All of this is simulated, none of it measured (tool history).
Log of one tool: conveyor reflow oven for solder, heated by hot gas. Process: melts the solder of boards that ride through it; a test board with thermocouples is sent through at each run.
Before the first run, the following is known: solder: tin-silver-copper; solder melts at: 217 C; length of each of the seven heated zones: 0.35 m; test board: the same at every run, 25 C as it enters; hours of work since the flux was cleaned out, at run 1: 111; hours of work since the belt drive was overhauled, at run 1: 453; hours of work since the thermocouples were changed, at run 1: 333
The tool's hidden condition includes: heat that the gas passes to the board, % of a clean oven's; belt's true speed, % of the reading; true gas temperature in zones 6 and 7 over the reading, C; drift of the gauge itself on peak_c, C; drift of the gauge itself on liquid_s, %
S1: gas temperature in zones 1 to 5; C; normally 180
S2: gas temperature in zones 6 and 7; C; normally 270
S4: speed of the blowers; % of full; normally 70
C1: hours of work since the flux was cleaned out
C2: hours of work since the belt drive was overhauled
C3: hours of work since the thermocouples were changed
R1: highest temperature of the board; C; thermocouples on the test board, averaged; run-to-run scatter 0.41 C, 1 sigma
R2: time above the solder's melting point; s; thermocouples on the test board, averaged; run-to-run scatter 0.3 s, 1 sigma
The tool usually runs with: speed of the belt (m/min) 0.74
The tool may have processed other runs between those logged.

Run 1, day 0: usual settings; C1 111; C2 453; C3 333. Result: R1 253.9 C, R2 44 s.
Run 2, day 0.788: usual settings; C1 120; C2 462; C3 341. Result: R1 253.7 C, R2 44.6 s.
Run 3, day 1.567: usual settings; C1 128; C2 470; C3 350. Result: R1 253.2 C, R2 44.4 s.
Run 4, day 2.308: usual settings; C1 136; C2 478; C3 358. Result: R1 253.5 C, R2 44.2 s.
Run 5, day 3.079: usual settings; C1 145; C2 487; C3 366. Result: R1 252.3 C, R2 44.2 s.
Run 6, day 3.762: usual settings but S4 61 % of full; C1 152; C2 494; C3 374. Result: R1 250.1 C, R2 42.2 s.
Run 7, day 4.271: usual settings but S4 61 % of full; C1 158; C2 500; C3 380. Result: R1 251.1 C, R2 41.8 s.
Run 8, day 4.946: usual settings but S4 61 % of full; C1 165; C2 507; C3 387. Result: R1 251.3 C, R2 42.2 s.
Run 9, day 5.717: usual settings but S4 61 % of full; C1 174; C2 516; C3 395. Result: R1 250.3 C, R2 42.3 s.
Run 10, day 6.112: usual settings; C1 178; C2 520; C3 400. Result: R1 252.3 C, R2 43.5 s.
At day 6.388: flux residue cleaned out of gas plates and filters.
Run 11, day 6.958: usual settings but S4 81 % of full; C1 6; C2 527; C3 407. Result: R1 256.1 C, R2 46.2 s.
Run 12, day 7.583: usual settings but S4 81 % of full; C1 13; C2 534; C3 414. Result: R1 256.7 C, R2 45.8 s.
Run 13, day 8.171: usual settings but S2 267 C, S4 81 % of full; C1 20; C2 541; C3 420. Result: R1 253.9 C, R2 45.4 s.
Run 14, day 8.912: usual settings but S2 267 C, S4 81 % of full; C1 28; C2 549; C3 428. Result: R1 254.2 C, R2 45 s.
Run 15, day 9.5: usual settings but S2 267 C, S4 81 % of full; C1 34; C2 555; C3 435. Result: R1 253.2 C, R2 45.3 s.
Run 16, day 9.838: usual settings; C1 38; C2 559; C3 439. Result: R1 254.6 C, R2 44.6 s.
Run 17, day 10.458: usual settings but S1 187 C; C1 45; C2 566; C3 445. Result: R1 256.1 C, R2 47.5 s.
Run 18, day 11.254: usual settings but S1 176 C, speed of the belt (m/min) 0.806, S4 83 % of full; C1 54; C2 575; C3 454. Result: R1 252.9 C, R2 40.3 s.
Run 19, day 11.925: usual settings but S1 187 C, speed of the belt (m/min) 0.699, S4 66 % of full; C1 61; C2 582; C3 462. Result: R1 256.1 C, R2 51 s.
Run 20, day 12.662: usual settings but speed of the belt (m/min) 0.731, S4 78 % of full; C1 69; C2 590; C3 470. Result: R1 256.1 C, R2 46.6 s.
Run 21, day 13.475: usual settings but speed of the belt (m/min) 0.731, S4 78 % of full; C1 78; C2 599; C3 479. Result: R1 255.2 C, R2 46.6 s.
Run 22, day 14.008: usual settings but S1 185 C, S2 272 C, speed of the belt (m/min) 0.731, S4 78 % of full; C1 84; C2 605; C3 484. Result: R1 258.7 C, R2 49.8 s.
Run 23, day 14.371: usual settings but S1 185 C, S2 272 C, speed of the belt (m/min) 0.731, S4 78 % of full; C1 88; C2 609; C3 488. Result: R1 258.8 C, R2 49.2 s.
Run 24, day 14.75: usual settings but S1 185 C, S2 272 C, speed of the belt (m/min) 0.731, S4 78 % of full; C1 92; C2 613; C3 493. Result: R1 258.8 C, R2 49 s.
Run 25, day 15.438: usual settings but S1 185 C, S2 272 C, speed of the belt (m/min) 0.731, S4 78 % of full; C1 100; C2 621; C3 500. Result: R1 258.4 C, R2 49.3 s.
Run 26, day 15.867: usual settings but S1 192 C, S2 272 C, speed of the belt (m/min) 0.642; C1 104; C2 625; C3 505. Result: R1 261.6 C, R2 60.8 s.
Run 27, day 16.592: usual settings but S1 192 C, S2 272 C, speed of the belt (m/min) 0.605; C1 112; C2 633; C3 513. Result: R1 263.3 C, R2 64.7 s.
Run 28, day 17.204: usual settings but S1 192 C, S2 272 C, speed of the belt (m/min) 0.605; C1 119; C2 640; C3 520. Result: R1 262.4 C, R2 64.9 s.
Run 29, day 17.579: usual settings but S1 188 C, S2 272 C, speed of the belt (m/min) 0.628; C1 123; C2 644; C3 524. Result: R1 261.2 C, R2 59.8 s.
Run 30, day 18.362: usual settings but S1 190 C, S2 274 C, speed of the belt (m/min) 0.628, S4 66 % of full; C1 132; C2 653; C3 532. Result: R1 262.9 C, R2 61.2 s.
Run 31, day 19.125: usual settings but S2 274 C, S4 68 % of full; C1 140; C2 661; C3 541. Result: R1 257.2 C, R2 46 s.

Below, some changes in R1 between adjacent runs. For each, the amount present without the hidden state too (settings, incoming material, random variation) and the amount remaining for the hidden state with gauge scatter not shared by both compared results:
Run 3 -> 4: no setting touched and nothing written in the log between the runs. R1 +0.3 C: hidden state -0.1, all else +0.4.
Run 10 -> 11: S4 70 -> 81, flux residue cleaned out of gas plates and filters. R1 +3.8 C: hidden state +1.8, all else +2.
Run 21 -> 22: S1 180 -> 185, S2 270 -> 272. R1 +3.5 C: hidden state +0.1, all else +3.4.
Run 30 -> 31: S1 190 -> 180, speed of the belt (m/min) 0.628 -> 0.74, S4 66 -> 68. R1 -5.7 C: hidden state -0.4, all else -5.3.
